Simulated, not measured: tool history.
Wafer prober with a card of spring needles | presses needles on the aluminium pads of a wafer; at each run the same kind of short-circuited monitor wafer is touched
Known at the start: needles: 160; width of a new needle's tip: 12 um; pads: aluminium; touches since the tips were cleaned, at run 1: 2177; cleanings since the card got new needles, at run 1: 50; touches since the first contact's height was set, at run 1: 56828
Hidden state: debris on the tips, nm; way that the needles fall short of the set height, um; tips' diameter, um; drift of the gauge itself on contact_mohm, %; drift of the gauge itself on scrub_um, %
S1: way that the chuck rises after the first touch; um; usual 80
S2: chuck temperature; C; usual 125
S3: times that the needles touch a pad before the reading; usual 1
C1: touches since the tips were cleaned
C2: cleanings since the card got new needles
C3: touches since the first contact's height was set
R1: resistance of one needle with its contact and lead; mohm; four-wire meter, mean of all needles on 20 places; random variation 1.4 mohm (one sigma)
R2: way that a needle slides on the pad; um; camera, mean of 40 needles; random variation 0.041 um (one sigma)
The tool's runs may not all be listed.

run 1 hour=0.0 | S1=80 S2=125 S3=1 | C1=2177 C2=50 C3=56828 | R1=139 R2=17.72
-- hour=11.8 tips cleaned on abrasive film
-- hour=26.8 tips cleaned on abrasive film
-- hour=41.1 tips cleaned on abrasive film
run 2 hour=46.3 | S1=80 S2=125 S3=1 | C1=3043 C2=53 C3=83759 | R1=144 R2=17.70
-- hour=54.9 tips cleaned on abrasive film
-- hour=69.8 tips cleaned on abrasive film
-- hour=73.4 height of the first contact set anew
run 3 hour=73.4 | S1=80 S2=125 S3=1 | C1=1916 C2=55 C3=31 | R1=141 R2=17.49
-- hour=83.2 tips cleaned on abrasive film
-- hour=97.8 tips cleaned on abrasive film
run 4 hour=106.2 | S1=80 S2=125 S3=1 | C1=4923 C2=57 C3=19113 | R1=152 R2=17.43
-- hour=111.0 tips cleaned on abrasive film
-- hour=125.8 tips cleaned on abrasive film
run 5 hour=137.6 | S1=80 S2=125 S3=1 | C1=6880 C2=59 C3=37393 | R1=156 R2=17.41
-- hour=140.9 tips cleaned on abrasive film
-- hour=156.8 tips cleaned on abrasive film
run 6 hour=163.3 | S1=90 S2=125 S3=1 | C1=3802 C2=61 C3=52317 | R1=146 R2=19.64
-- hour=169.8 tips cleaned on abrasive film
-- hour=184.3 tips cleaned on abrasive film
run 7 hour=184.3 | S1=90 S2=125 S3=1 | C1=0 C2=63 C3=64541 | R1=126 R2=19.56
-- hour=198.3 tips cleaned on abrasive film
-- hour=213.9 tips cleaned on abrasive film
-- hour=228.8 tips cleaned on abrasive film
run 8 hour=232.4 | S1=90 S2=125 S3=1 | C1=2095 C2=66 C3=92520 | R1=137 R2=19.54
-- hour=243.4 tips cleaned on abrasive film
-- hour=243.7 height of the first contact set anew
-- hour=259.3 tips cleaned on abrasive film
-- hour=274.0 tips cleaned on abrasive film
run 9 hour=274.0 | S1=80 S2=125 S3=1 | C1=0 C2=69 C3=17596 | R1=129 R2=17.84
-- hour=287.8 tips cleaned on abrasive film
-- hour=296.8 height of the first contact set anew, once more
run 10 hour=296.8 | S1=80 S2=125 S3=1 | C1=5060 C2=70 C3=0 | R1=150 R2=17.90
-- hour=303.3 tips cleaned on abrasive film
-- hour=318.5 tips cleaned on abrasive film
-- hour=333.1 tips cleaned on abrasive film
run 11 hour=335.4 | S1=80 S2=125 S3=1 | C1=1344 C2=73 C3=22445 | R1=135 R2=17.88
-- hour=347.8 tips cleaned on abrasive film
-- hour=363.4 tips cleaned on abrasive film
-- hour=379.4 tips cleaned on abrasive film
run 12 hour=382.2 | S1=80 S2=125 S3=1 | C1=1675 C2=76 C3=49716 | R1=138 R2=17.77
-- hour=393.1 tips cleaned on abrasive film
-- hour=407.5 tips cleaned on abrasive film
run 13 hour=410.2 | S1=80 S2=125 S3=1 | C1=1615 C2=78 C3=65994 | R1=140 R2=17.72
-- hour=421.9 tips cleaned on abrasive film
-- hour=437.9 tips cleaned on abrasive film
run 14 hour=442.9 | S1=80 S2=125 S3=1 | C1=2932 C2=80 C3=85035 | R1=144 R2=17.70
-- hour=452.2 tips cleaned on abrasive film
-- hour=466.5 tips cleaned on abrasive film
-- hour=466.8 height of the first contact set anew
run 15 hour=469.3 | S1=80 S2=125 S3=1 | C1=1466 C2=82 C3=1466 | R1=132 R2=17.84
-- hour=480.9 tips cleaned on abrasive film
-- hour=496.8 tips cleaned on abrasive film
run 16 hour=500.3 | S1=80 S2=125 S3=1 | C1=2081 C2=84 C3=19501 | R1=138 R2=17.80
-- hour=512.7 tips cleaned on abrasive film
-- hour=528.5 tips cleaned on abrasive film
run 17 hour=530.3 | S1=80 S2=125 S3=1 | C1=1088 C2=86 C3=36963 | R1=132 R2=17.78
-- hour=544.2 tips cleaned on abrasive film
-- hour=559.8 tips cleaned on abrasive film
run 18 hour=572.6 | S1=61 S2=125 S3=2 | C1=7449 C2=88 C3=61578 | R1=145 R2=13.49
-- hour=574.8 tips cleaned on abrasive film
-- hour=590.1 tips cleaned on abrasive film
run 19 hour=594.2 | S1=61 S2=125 S3=2 | C1=2386 C2=90 C3=74153 | R1=139 R2=13.49
-- hour=604.8 tips cleaned on abrasive film
-- hour=619.7 tips cleaned on abrasive film
run 20 hour=631.9 | S1=61 S2=125 S3=2 | C1=7136 C2=92 C3=96120 | R1=146 R2=13.43
-- hour=635.2 tips cleaned on abrasive film
-- hour=638.1 height of the first contact set anew
-- hour=648.9 tips cleaned on abrasive film
-- hour=664.2 tips cleaned on abrasive film
run 21 hour=670.1 | S1=76 S2=52 S3=2 | C1=3482 C2=95 C3=18615 | R1=126 R2=16.94
-- hour=679.9 tips cleaned on abrasive film
-- hour=694.7 tips cleaned on abrasive film
-- hour=708.3 tips cleaned on abrasive film
run 22 hour=711.9 | S1=80 S2=49 S3=2 | C1=2152 C2=98 C3=42936 | R1=118 R2=17.82
-- hour=723.8 tips cleaned on abrasive film
-- hour=739.0 tips cleaned on abrasive film
-- hour=752.1 tips cleaned on abrasive film
run 23 hour=753.1 | S1=80 S2=49 S3=2 | C1=611 C2=101 C3=66898 | R1=119 R2=17.73
-- hour=767.7 tips cleaned on abrasive film
-- hour=781.4 tips cleaned on abrasive film
run 24 hour=792.0 | S1=69 S2=43 S3=1 | C1=6212 C2=103 C3=89534 | R1=144 R2=15.18
-- hour=795.3 tips cleaned on abrasive film
-- hour=808.3 tips cleaned on abrasive film
-- hour=808.6 height of the first contact set anew
-- hour=821.7 tips cleaned on abrasive film
run 25 hour=821.7 | S1=97 S2=57 S3=2 | C1=0 C2=106 C3=7618 | R1=116 R2=21.55
-- hour=835.2 tips cleaned on abrasive film
-- hour=849.2 tips cleaned on abrasive film
run 26 hour=861.9 | S1=62 S2=57 S3=2 | C1=7436 C2=108 C3=31093 | R1=137 R2=13.83
-- hour=865.2 tips cleaned on abrasive film
-- hour=880.1 tips cleaned on abrasive film
-- hour=894.3 tips cleaned on abrasive film
run 27 hour=894.3 | S1=67 S2=86 S3=1 | C1=0 C2=111 C3=49908 | R1=122 R2=14.87
-- hour=908.7 tips cleaned on abrasive film
-- hour=923.2 tips cleaned on abrasive film
run 28 hour=923.7 | S1=92 S2=39 S3=1 | C1=299 C2=113 C3=67012 | R1=117 R2=20.39

5 ways to go on from here, each from the tool as it stands after run 28. What would each give?
-- hour=937.8 tips cleaned on abrasive film
-- hour=953.1 tips cleaned on abrasive film
run A hour=955.8 | S1=95 S2=44 S3=3 | C1=1606 C2=115 C3=85680 | R1=? R2=?
-- hour=937.8 tips cleaned on abrasive film
-- hour=953.1 tips cleaned on abrasive film
run B hour=955.8 | S1=82 S2=40 S3=1 | C1=1606 C2=115 C3=85680 | R1=? R2=?
-- hour=937.8 tips cleaned on abrasive film
-- hour=953.1 tips cleaned on abrasive film
run C hour=955.8 | S1=62 S2=39 S3=1 | C1=1606 C2=115 C3=85680 | R1=? R2=?
-- hour=937.8 tips cleaned on abrasive film
-- hour=953.1 tips cleaned on abrasive film
run D hour=955.8 | S1=76 S2=79 S3=2 | C1=1606 C2=115 C3=85680 | R1=? R2=?
-- hour=937.8 tips cleaned on abrasive film
-- hour=953.1 tips cleaned on abrasive film
run E hour=955.8 | S1=92 S2=116 S3=3 | C1=1606 C2=115 C3=85680 | R1=? R2=?

run=A R1=117 R2=20.97
run=B R1=123 R2=18.09
run=C R1=131 R2=13.59
run=D R1=126 R2=16.78
run=E R1=127 R2=20.19
Without the tool's hidden state the same runs would have given:
run=A R1=115 R2=21.22
run=B R1=112 R2=18.34
run=C R1=113 R2=13.84
run=D R1=120 R2=17.03
run=E R1=125 R2=20.43

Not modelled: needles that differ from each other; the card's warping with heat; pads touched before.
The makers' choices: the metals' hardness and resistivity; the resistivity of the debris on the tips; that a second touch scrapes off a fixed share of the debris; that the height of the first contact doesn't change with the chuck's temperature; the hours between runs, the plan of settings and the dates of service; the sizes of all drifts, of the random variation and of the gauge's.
